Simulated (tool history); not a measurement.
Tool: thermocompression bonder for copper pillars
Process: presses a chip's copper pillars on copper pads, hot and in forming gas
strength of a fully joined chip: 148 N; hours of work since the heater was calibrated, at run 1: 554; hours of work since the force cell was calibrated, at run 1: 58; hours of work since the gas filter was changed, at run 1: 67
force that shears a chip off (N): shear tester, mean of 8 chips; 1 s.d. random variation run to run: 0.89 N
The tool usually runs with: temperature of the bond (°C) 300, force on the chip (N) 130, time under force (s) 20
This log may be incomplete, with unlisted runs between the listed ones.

run	day	temperature of the bond (°C)	force on the chip (N)	time under force (s)	hours of work since the heater was calibrated	hours of work since the force cell was calibrated	hours of work since the gas filter was changed	force that shears a chip off (N)
1	0	300	130	20	554	58	67	69.2
2	0.2	300	130	20	557	61	69	70.4
3	0.575	300	130	20	561	66	74	67.9
4	1.017	300	130	20	567	72	80	69.3
5	1.317	300	130	20	571	76	84	71.3
6	1.538	300	130	20	574	79	87	70
7	1.725	300	130	14	577	81	90	61.4

What will run 8 give?
8	2.067	300	130	14	581	86	94	?

force that shears a chip off (N): 60.5
Were there no unlogged condition in the tool, this run, its random variation unchanged, would have produced force that shears a chip off (N) 64.2.

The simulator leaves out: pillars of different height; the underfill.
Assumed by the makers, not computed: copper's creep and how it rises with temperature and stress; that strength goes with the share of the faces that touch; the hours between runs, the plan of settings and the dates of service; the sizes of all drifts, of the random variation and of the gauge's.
